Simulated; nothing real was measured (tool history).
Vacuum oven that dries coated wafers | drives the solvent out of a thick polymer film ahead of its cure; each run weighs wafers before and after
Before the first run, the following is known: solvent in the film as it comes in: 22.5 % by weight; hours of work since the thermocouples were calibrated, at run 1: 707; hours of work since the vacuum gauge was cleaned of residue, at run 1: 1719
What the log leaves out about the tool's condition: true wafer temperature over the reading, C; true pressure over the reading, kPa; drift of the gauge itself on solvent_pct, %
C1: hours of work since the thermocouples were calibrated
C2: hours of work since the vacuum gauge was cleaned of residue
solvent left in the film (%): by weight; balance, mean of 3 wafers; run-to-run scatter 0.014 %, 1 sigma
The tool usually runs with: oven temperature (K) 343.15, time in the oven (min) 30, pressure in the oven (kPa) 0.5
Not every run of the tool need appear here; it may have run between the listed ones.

Run 1, hour 0: usual settings; C1 707; C2 1719. Result: solvent left in the film (%) 1.28.
Run 2, hour 52.3: usual settings; C1 742; C2 1754. Result: solvent left in the film (%) 1.28.
Run 3, hour 82.4: usual settings; C1 762; C2 1774. Result: solvent left in the film (%) 1.28.
Run 4, hour 148.3: usual settings; C1 806; C2 1818. Result: solvent left in the film (%) 1.26.
Run 5, hour 176.4: usual settings; C1 825; C2 1837. Result: solvent left in the film (%) 1.27.
Run 6, hour 215.7: usual settings but time in the oven (min) 20; C1 852; C2 1863. Result: solvent left in the film (%) 2.81.
At hour 222.1: oven's thermocouples calibrated.
Run 7, hour 266.5: usual settings but oven temperature (K) 330.15, time in the oven (min) 27, pressure in the oven (kPa) 0.576; C1 30; C2 1896. Result: solvent left in the film (%) 5.88.

What does the tool deliver on the next run?
Run 8, hour 319.1: usual settings but oven temperature (K) 353.15, pressure in the oven (kPa) 0.291; C1 65; C2 1932. Result: solvent left in the film (%) ?.

{"run 8": {"solvent left in the film (%)": 0.23}}
If the tool had no hidden condition, the same run with the same run-to-run variation would have returned solvent left in the film (%) 0.22.
